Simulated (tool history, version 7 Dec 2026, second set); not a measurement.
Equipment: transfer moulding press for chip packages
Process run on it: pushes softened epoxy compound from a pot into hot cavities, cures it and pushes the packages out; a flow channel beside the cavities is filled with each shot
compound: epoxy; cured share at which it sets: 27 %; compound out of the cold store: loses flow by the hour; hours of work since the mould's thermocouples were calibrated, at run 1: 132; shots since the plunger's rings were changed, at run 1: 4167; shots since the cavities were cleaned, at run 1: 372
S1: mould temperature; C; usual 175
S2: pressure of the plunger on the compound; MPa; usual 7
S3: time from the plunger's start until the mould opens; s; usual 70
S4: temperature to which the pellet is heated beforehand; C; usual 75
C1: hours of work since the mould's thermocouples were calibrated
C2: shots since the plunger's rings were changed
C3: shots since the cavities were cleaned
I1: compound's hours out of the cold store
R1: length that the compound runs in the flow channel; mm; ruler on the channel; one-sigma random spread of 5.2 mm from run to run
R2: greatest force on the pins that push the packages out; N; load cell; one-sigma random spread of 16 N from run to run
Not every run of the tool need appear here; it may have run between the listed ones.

run   hour   S1    S2  S3  S4   C1    C2   C3    I1   R1    R2
  1      0  175     7  70  75  132  4167  372  12.7  907  1114
         8  -- cavities cleaned with cleaning compound and waxed
  2    9.7  175     7  70  75  137  4271   22  34.5  834   757
  3   22.5  175     7  70  75  144  4434  185    28  864   925
      32.6  -- plunger's sealing rings changed
  4   32.6  175     7  70  75  148     0  281    34  901  1004
      46.7  -- cavities cleaned with cleaning compound and waxed
  5   47.4  175     7  70  75  156   170    9    23  938   793
  6   57.1  175     7  70  75  161   292  131  27.1  926   911
  7     69  177     7  70  75  167   443  282  15.3  955   942
  8     76  177     7  70  75  171   532  371    20  943   991
      83.4  -- cavities cleaned with cleaning compound and waxed
  9   84.9  175     7  70  81  175   627   19  41.2  864   752
 10     96  178     7  70  67  182   768  160  31.6  886   801
 11  103.3  178     7  86  84  186   860  252  46.7  842   627
 12  113.6  172  6.06  88  78  191   991  383  19.9  875   789
     120.5  -- cavities cleaned with cleaning compound and waxed
 13  127.2  172  6.06  88  78  198  1146   86  20.4  868   586
 14  138.9  175     7  70  82  204  1295  235  25.1  909   945
 15  151.1  175     7  93  82  211  1448  388  33.2  876   687

4 options for the next run, each taken on its own from the tool as it stands now. Forecast them:
     156.8  -- cavities cleaned with cleaning compound and waxed
  A  158.6  175  7.64  93  82  214  1525  22    47   ?   ?
     156.8  -- cavities cleaned with cleaning compound and waxed
  B  158.6  175     7  94  82  214  1525  22  20.7   ?   ?
     156.8  -- cavities cleaned with cleaning compound and waxed
  C  158.6  175  6.08  70  75  214  1525  22  13.8   ?   ?
     156.8  -- cavities cleaned with cleaning compound and waxed
  D  158.6  177     7  70  79  214  1525  22   8.2   ?   ?

run   R1   R2
  A  877  497
  B  923  492
  C  883  799
  D  965  709
With no hidden state in the tool, these same runs would have given:
run   R1   R2
  A  901  470
  B  949  466
  C  907  739
  D  992  657

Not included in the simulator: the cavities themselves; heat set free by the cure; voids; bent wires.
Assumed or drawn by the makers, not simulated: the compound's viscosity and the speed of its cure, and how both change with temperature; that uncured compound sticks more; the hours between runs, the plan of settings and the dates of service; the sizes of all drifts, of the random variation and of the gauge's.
